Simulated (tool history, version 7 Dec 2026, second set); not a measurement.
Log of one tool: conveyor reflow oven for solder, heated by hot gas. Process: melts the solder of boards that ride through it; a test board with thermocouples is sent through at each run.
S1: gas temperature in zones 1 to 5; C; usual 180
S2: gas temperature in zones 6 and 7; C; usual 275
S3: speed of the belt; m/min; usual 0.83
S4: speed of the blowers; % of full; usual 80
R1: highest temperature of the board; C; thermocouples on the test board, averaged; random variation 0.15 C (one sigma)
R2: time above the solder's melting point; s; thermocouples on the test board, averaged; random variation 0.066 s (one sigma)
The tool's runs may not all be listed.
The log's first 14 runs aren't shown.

| run | hour | S1 | S2 | S3 | S4 | R1 | R2 |
|---|---|---|---|---|---|---|---|
| 15 | 228.9 | 180 | 275 | 0.83 | 68 | 260.8 | 49.91 |
| 16 | 244.6 | 180 | 286 | 0.863 | 76 | 270.8 | 51.41 |
| 17 | 255.9 | 180 | 286 | 0.863 | 76 | 270.9 | 51.42 |
|  | 261.1 | belt drive overhauled, speed set with a stopwatch |
| 18 | 278.9 | 175 | 276 | 0.943 | 50 | 252.2 | 38.09 |
| 19 | 290.6 | 174 | 271 | 0.776 | 73 | 258.8 | 51.58 |
| 20 | 306.6 | 174 | 271 | 0.776 | 73 | 258.6 | 51.43 |
| 21 | 328.6 | 174 | 271 | 0.776 | 73 | 258.9 | 51.4 |
| 22 | 341 | 174 | 271 | 0.776 | 73 | 258.8 | 51.48 |
| 23 | 352.4 | 170 | 271 | 0.776 | 73 | 258.4 | 50.12 |
| 24 | 375.7 | 180 | 274 | 0.724 | 78 | 264.4 | 59.7 |
|  | 381.9 | thermocouples of zones 6 and 7 changed |
| 25 | 387.5 | 180 | 274 | 0.72 | 81 | 265.6 | 60.5 |

The next listed run, before its measurement:
|  | 401.8 | belt drive overhauled, speed set with a stopwatch, once more |
| 26 | 413.6 | 191 | 267 | 0.721 | 81 | ? | ? |

Run 26 gave R1 259.8 C, R2 60.84 s.
Without the tool's hidden state the same run would have given R1 260.6 C, R2 61.17 s.
